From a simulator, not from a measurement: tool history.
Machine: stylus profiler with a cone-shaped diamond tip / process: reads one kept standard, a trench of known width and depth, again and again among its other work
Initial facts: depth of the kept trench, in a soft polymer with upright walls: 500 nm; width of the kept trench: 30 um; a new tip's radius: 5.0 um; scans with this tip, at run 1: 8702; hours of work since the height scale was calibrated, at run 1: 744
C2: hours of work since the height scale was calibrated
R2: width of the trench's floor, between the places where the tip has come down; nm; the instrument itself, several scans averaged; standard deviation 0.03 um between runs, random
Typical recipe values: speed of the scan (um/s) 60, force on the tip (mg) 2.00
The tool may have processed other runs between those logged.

Run 1, hour 0.0: usual settings; scans with this tip 8702; C2 744. Result: depth of the trench (nm) 504.37, R2 24000 nm.
Run 2, hour 23.4: usual settings; scans with this tip 8905; C2 761. Result: depth of the trench (nm) 504.44, R2 24000 nm.
Run 3, hour 59.0: usual settings; scans with this tip 9212; C2 787. Result: depth of the trench (nm) 504.33, R2 23900 nm.
Run 4, hour 83.8: usual settings but speed of the scan (um/s) 22; scans with this tip 9427; C2 806. Result: depth of the trench (nm) 504.29, R2 24010 nm.
Run 5, hour 111.5: usual settings but speed of the scan (um/s) 22; scans with this tip 9666; C2 826. Result: depth of the trench (nm) 504.20, R2 23940 nm.
Run 6, hour 128.1: usual settings but speed of the scan (um/s) 22, force on the tip (mg) 2.08; scans with this tip 9810; C2 838. Result: depth of the trench (nm) 504.53, R2 23910 nm.
Run 7, hour 165.8: usual settings but speed of the scan (um/s) 22, force on the tip (mg) 1.72; scans with this tip 10135; C2 866. Result: depth of the trench (nm) 503.71, R2 23890 nm.
Run 8, hour 201.1: usual settings but speed of the scan (um/s) 22, force on the tip (mg) 1.72; scans with this tip 10440; C2 892. Result: depth of the trench (nm) 503.74, R2 23810 nm.
Run 9, hour 223.1: usual settings but speed of the scan (um/s) 22, force on the tip (mg) 1.72; scans with this tip 10631; C2 909. Result: depth of the trench (nm) 503.99, R2 23790 nm.
Run 10, hour 245.8: usual settings but speed of the scan (um/s) 22, force on the tip (mg) 1.72; scans with this tip 10827; C2 925. Result: depth of the trench (nm) 503.84, R2 23740 nm.
Run 11, hour 267.4: usual settings; scans with this tip 11014; C2 941. Result: depth of the trench (nm) 504.23, R2 23640 nm.
Run 12, hour 300.1: usual settings; scans with this tip 11296; C2 965. Result: depth of the trench (nm) 504.21, R2 23580 nm.
Run 13, hour 335.5: usual settings but force on the tip (mg) 1.42; scans with this tip 11603; C2 992. Result: depth of the trench (nm) 503.07, R2 23550 nm.
Run 14, hour 373.8: usual settings; scans with this tip 11934; C2 1020. Result: depth of the trench (nm) 503.85, R2 23540 nm.
Run 15, hour 402.8: usual settings but speed of the scan (um/s) 213; scans with this tip 12184; C2 1041. Result: depth of the trench (nm) 504.18, R2 22930 nm.
Run 16, hour 441.5: usual settings; scans with this tip 12518; C2 1070. Result: depth of the trench (nm) 504.03, R2 23420 nm.
Run 17, hour 460.2: usual settings but speed of the scan (um/s) 15, force on the tip (mg) 5.38; scans with this tip 12680; C2 1084. Result: depth of the trench (nm) 508.76, R2 23520 nm.
Run 18, hour 494.2: usual settings but speed of the scan (um/s) 15, force on the tip (mg) 5.38; scans with this tip 12974; C2 1109. Result: depth of the trench (nm) 508.28, R2 23470 nm.
Run 19, hour 515.0: usual settings but speed of the scan (um/s) 15, force on the tip (mg) 5.38; scans with this tip 13154; C2 1124. Result: depth of the trench (nm) 508.49, R2 23450 nm.
Run 20, hour 543.3: usual settings but speed of the scan (um/s) 15, force on the tip (mg) 5.38; scans with this tip 13398; C2 1145. Result: depth of the trench (nm) 508.59, R2 23440 nm.
Run 21, hour 575.2: usual settings but speed of the scan (um/s) 30, force on the tip (mg) 4.06; scans with this tip 13674; C2 1169. Result: depth of the trench (nm) 506.87, R2 23290 nm.
Run 22, hour 614.9: usual settings but speed of the scan (um/s) 28, force on the tip (mg) 0.87; scans with this tip 14018; C2 1198. Result: depth of the trench (nm) 502.00, R2 23230 nm.
Run 23, hour 646.5: usual settings but speed of the scan (um/s) 28, force on the tip (mg) 0.87; scans with this tip 14291; C2 1221. Result: depth of the trench (nm) 501.95, R2 23140 nm.
Run 24, hour 684.6: usual settings but speed of the scan (um/s) 65, force on the tip (mg) 1.63; scans with this tip 14620; C2 1250. Result: depth of the trench (nm) 503.44, R2 23050 nm.
Run 25, hour 701.0: usual settings but speed of the scan (um/s) 83, force on the tip (mg) 2.29; scans with this tip 14762; C2 1262. Result: depth of the trench (nm) 504.40, R2 23020 nm.
Run 26, hour 727.8: usual settings but speed of the scan (um/s) 42, force on the tip (mg) 1.80; scans with this tip 14993; C2 1281. Result: depth of the trench (nm) 503.67, R2 23080 nm.
Run 27, hour 751.3: usual settings but speed of the scan (um/s) 42, force on the tip (mg) 1.80; scans with this tip 15197; C2 1299. Result: depth of the trench (nm) 503.82, R2 23040 nm.
Run 28, hour 773.8: usual settings but speed of the scan (um/s) 65, force on the tip (mg) 1.27; scans with this tip 15391; C2 1315. Result: depth of the trench (nm) 502.82, R2 22920 nm.
Run 29, hour 793.5: usual settings but speed of the scan (um/s) 238, force on the tip (mg) 1.50; scans with this tip 15561; C2 1330. Result: depth of the trench (nm) 502.99, R2 22260 nm.
Run 30, hour 811.0: usual settings but speed of the scan (um/s) 16, force on the tip (mg) 0.81; scans with this tip 15713; C2 1343. Result: depth of the trench (nm) 502.03, R2 23020 nm.
Run 31, hour 849.1: usual settings but speed of the scan (um/s) 108, force on the tip (mg) 3.09; scans with this tip 16042; C2 1371. Result: depth of the trench (nm) 505.62, R2 22840 nm.

Below are 3 alternative next runs, each starting from the tool's condition after run 31. Predict each:
Run A, hour 881.4: usual settings but speed of the scan (um/s) 67, force on the tip (mg) 2.33; scans with this tip 16321; C2 1395. Result: depth of the trench (nm) ?, R2 ?.
Run B, hour 881.4: usual settings but speed of the scan (um/s) 16; scans with this tip 16321; C2 1395. Result: depth of the trench (nm) ?, R2 ?.
Run C, hour 881.4: usual settings but speed of the scan (um/s) 25, force on the tip (mg) 3.09; scans with this tip 16321; C2 1395. Result: depth of the trench (nm) ?, R2 ?.

run  depth of the trench (nm)     R2
  A                    504.58  22840
  B                    504.16  23040
  C                    505.57  22960
With the hidden condition removed and each run's random variation left untouched, the same runs would have given:
run  depth of the trench (nm)     R2
  A                    505.32  25450
  B                    504.91  25640
  C                    506.32  25560
